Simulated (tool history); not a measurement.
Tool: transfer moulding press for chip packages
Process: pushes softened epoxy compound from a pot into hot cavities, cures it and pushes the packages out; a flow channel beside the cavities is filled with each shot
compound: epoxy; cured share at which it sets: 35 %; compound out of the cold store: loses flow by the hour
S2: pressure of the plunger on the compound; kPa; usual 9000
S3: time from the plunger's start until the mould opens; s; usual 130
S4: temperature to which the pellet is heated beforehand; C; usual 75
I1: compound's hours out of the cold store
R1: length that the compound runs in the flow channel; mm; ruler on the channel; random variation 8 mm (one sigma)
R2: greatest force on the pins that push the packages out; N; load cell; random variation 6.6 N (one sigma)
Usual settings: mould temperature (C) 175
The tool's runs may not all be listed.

{"run": 1, "day": 0.0, "mould temperature (C)": 175, "S2": 9000, "S3": 130, "S4": 75, "I1": 16.1, "R1": 1018, "R2": 264}
{"day": 0.704, "done": "plunger's sealing rings changed"}
{"day": 1.188, "done": "cavities cleaned with cleaning compound and waxed"}
{"run": 2, "day": 1.433, "mould temperature (C)": 175, "S2": 9000, "S3": 130, "S4": 75, "I1": 42.6, "R1": 956, "R2": 252}
{"run": 3, "day": 2.8, "mould temperature (C)": 175, "S2": 9000, "S3": 130, "S4": 75, "I1": 40.6, "R1": 956, "R2": 256}
{"run": 4, "day": 4.125, "mould temperature (C)": 175, "S2": 9000, "S3": 130, "S4": 75, "I1": 42.1, "R1": 959, "R2": 254}
{"run": 5, "day": 5.671, "mould temperature (C)": 175, "S2": 9000, "S3": 130, "S4": 75, "I1": 47.1, "R1": 931, "R2": 269}
{"day": 6.179, "done": "cavities cleaned with cleaning compound and waxed"}
{"run": 6, "day": 6.596, "mould temperature (C)": 175, "S2": 9000, "S3": 130, "S4": 75, "I1": 36.4, "R1": 965, "R2": 251}
{"run": 7, "day": 7.283, "mould temperature (C)": 175, "S2": 9000, "S3": 130, "S4": 75, "I1": 21.2, "R1": 1005, "R2": 260}
{"run": 8, "day": 8.358, "mould temperature (C)": 175, "S2": 10100, "S3": 130, "S4": 75, "I1": 43.6, "R1": 1012, "R2": 246}
{"run": 9, "day": 9.05, "mould temperature (C)": 175, "S2": 10100, "S3": 130, "S4": 75, "I1": 9.0, "R1": 1088, "R2": 274}
{"run": 10, "day": 10.392, "mould temperature (C)": 175, "S2": 10970, "S3": 130, "S4": 75, "I1": 33.4, "R1": 1068, "R2": 257}
{"day": 11.154, "done": "cavities cleaned with cleaning compound and waxed"}
{"run": 11, "day": 11.158, "mould temperature (C)": 175, "S2": 9000, "S3": 125, "S4": 75, "I1": 46.1, "R1": 959, "R2": 277}
{"run": 12, "day": 12.108, "mould temperature (C)": 175, "S2": 9000, "S3": 125, "S4": 75, "I1": 35.8, "R1": 973, "R2": 269}
{"run": 13, "day": 13.475, "mould temperature (C)": 175, "S2": 9000, "S3": 125, "S4": 75, "I1": 37.5, "R1": 968, "R2": 279}
{"run": 14, "day": 14.296, "mould temperature (C)": 175, "S2": 9000, "S3": 125, "S4": 75, "I1": 18.7, "R1": 1002, "R2": 274}
{"run": 15, "day": 15.475, "mould temperature (C)": 175, "S2": 9000, "S3": 125, "S4": 75, "I1": 23.7, "R1": 1002, "R2": 290}
{"day": 16.138, "done": "cavities cleaned with cleaning compound and waxed"}
{"run": 16, "day": 16.508, "mould temperature (C)": 168, "S2": 10650, "S3": 163, "S4": 75, "I1": 30.3, "R1": 1113, "R2": 263}
{"day": 17.233, "done": "mould's thermocouples calibrated"}
{"run": 17, "day": 17.358, "mould temperature (C)": 180, "S2": 10260, "S3": 130, "S4": 81, "I1": 31.8, "R1": 1018, "R2": 215}
{"run": 18, "day": 18.775, "mould temperature (C)": 175, "S2": 9240, "S3": 154, "S4": 67, "I1": 21.9, "R1": 1016, "R2": 211}
{"day": 19.008, "done": "plunger's sealing rings changed"}
{"run": 19, "day": 19.912, "mould temperature (C)": 175, "S2": 9240, "S3": 154, "S4": 67, "I1": 29.5, "R1": 986, "R2": 214}
{"run": 20, "day": 20.767, "mould temperature (C)": 175, "S2": 7080, "S3": 156, "S4": 79, "I1": 39.0, "R1": 858, "R2": 206}
{"day": 21.333, "done": "cavities cleaned with cleaning compound and waxed"}
{"run": 21, "day": 21.792, "mould temperature (C)": 175, "S2": 7080, "S3": 156, "S4": 79, "I1": 40.5, "R1": 847, "R2": 207}
{"run": 22, "day": 22.992, "mould temperature (C)": 175, "S2": 7080, "S3": 156, "S4": 79, "I1": 17.0, "R1": 894, "R2": 214}
{"run": 23, "day": 24.112, "mould temperature (C)": 175, "S2": 7080, "S3": 156, "S4": 79, "I1": 17.1, "R1": 888, "R2": 216}
{"run": 24, "day": 25.267, "mould temperature (C)": 175, "S2": 8560, "S3": 166, "S4": 75, "I1": 24.7, "R1": 969, "R2": 201}
{"day": 26.267, "done": "cavities cleaned with cleaning compound and waxed"}
{"run": 25, "day": 26.85, "mould temperature (C)": 175, "S2": 8560, "S3": 166, "S4": 75, "I1": 30.8, "R1": 961, "R2": 205}
{"run": 26, "day": 28.108, "mould temperature (C)": 175, "S2": 8560, "S3": 166, "S4": 75, "I1": 29.0, "R1": 959, "R2": 205}
{"run": 27, "day": 29.412, "mould temperature (C)": 175, "S2": 8560, "S3": 166, "S4": 75, "I1": 35.2, "R1": 946, "R2": 196}
{"run": 28, "day": 30.283, "mould temperature (C)": 175, "S2": 9000, "S3": 130, "S4": 66, "I1": 20.2, "R1": 1012, "R2": 270}

Forecast each of these 4 alternatives for the next run:
{"day": 31.279, "done": "cavities cleaned with cleaning compound and waxed"}
{"run": "A", "day": 31.529, "mould temperature (C)": 176, "S2": 8040, "S3": 129, "S4": 66, "I1": 47.1, "R1": "?", "R2": "?"}
{"day": 31.279, "done": "cavities cleaned with cleaning compound and waxed"}
{"run": "B", "day": 31.529, "mould temperature (C)": 175, "S2": 9000, "S3": 124, "S4": 77, "I1": 11.5, "R1": "?", "R2": "?"}
{"day": 31.279, "done": "cavities cleaned with cleaning compound and waxed"}
{"run": "C", "day": 31.529, "mould temperature (C)": 175, "S2": 9000, "S3": 169, "S4": 66, "I1": 43.7, "R1": "?", "R2": "?"}
{"day": 31.279, "done": "cavities cleaned with cleaning compound and waxed"}
{"run": "D", "day": 31.529, "mould temperature (C)": 175, "S2": 8950, "S3": 119, "S4": 75, "I1": 22.1, "R1": "?", "R2": "?"}

run=A R1=895 R2=246
run=B R1=1006 R2=281
run=C R1=938 R2=207
run=D R1=981 R2=305
Without the tool's hidden state the same runs would have given:
run=A R1=896 R2=246
run=B R1=1007 R2=280
run=C R1=938 R2=207
run=D R1=981 R2=305

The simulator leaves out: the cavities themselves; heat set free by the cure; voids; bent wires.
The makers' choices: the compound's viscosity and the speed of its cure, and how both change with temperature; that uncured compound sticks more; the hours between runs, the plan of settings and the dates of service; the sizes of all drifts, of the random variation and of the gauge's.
